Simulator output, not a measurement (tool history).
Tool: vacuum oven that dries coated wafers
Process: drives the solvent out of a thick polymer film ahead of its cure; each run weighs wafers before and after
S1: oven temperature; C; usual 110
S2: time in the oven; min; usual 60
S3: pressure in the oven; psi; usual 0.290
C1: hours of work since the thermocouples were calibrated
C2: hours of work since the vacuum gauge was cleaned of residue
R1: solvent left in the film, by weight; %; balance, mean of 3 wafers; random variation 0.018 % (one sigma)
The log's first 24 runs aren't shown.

run,hour,S1,S2,S3,C1,C2,R1
25,502.0,125,60,0.673,463,691,3.81
26,523.7,125,60,0.673,475,703,3.79
27,538.6,125,60,0.673,484,711,3.80
28,561.6,100,69,1.118,496,724,14.79
29,582.0,107,104,1.118,508,736,10.36
30,602.7,106,60,0.290,519,747,7.27
31,627.8,106,60,0.290,533,761,7.25
32,655.9,121,60,0.200,549,777,2.42
33,678.6,121,60,0.200,562,790,2.41
34,699.7,111,70,0.290,573,801,4.71
35,713.0,96,55,0.290,581,809,11.41
36,737.4,116,106,0.290,595,822,2.31
37,760.2,116,98,0.439,607,835,3.32
38,772.6,116,98,0.439,614,842,3.34
39,796.1,107,73,0.867,627,855,9.69
40,813.4,106,33,0.614,637,865,12.23
41,840.5,108,83,0.268,652,880,4.68
42,866.7,113,68,0.235,667,895,3.94
43,881.7,121,80,0.508,675,903,3.20
44,905.8,122,37,0.931,689,916,7.29
45,918.0,108,54,0.558,695,923,8.69
46,932.6,95,49,0.880,703,931,16.28
47,948.2,122,31,0.695,712,940,7.17

Forecast each of these 4 alternatives for the next run:
A,968.6,96,71,0.213,724,951,?
B,968.6,122,31,0.271,724,951,?
C,968.6,110,43,0.995,724,951,?
D,968.6,122,74,0.695,724,951,?

run,R1
A,9.41
B,5.52
C,11.44
D,4.05
Without the tool's hidden state the same runs would have given:
run,R1
A,9.50
B,5.68
C,11.63
D,4.08

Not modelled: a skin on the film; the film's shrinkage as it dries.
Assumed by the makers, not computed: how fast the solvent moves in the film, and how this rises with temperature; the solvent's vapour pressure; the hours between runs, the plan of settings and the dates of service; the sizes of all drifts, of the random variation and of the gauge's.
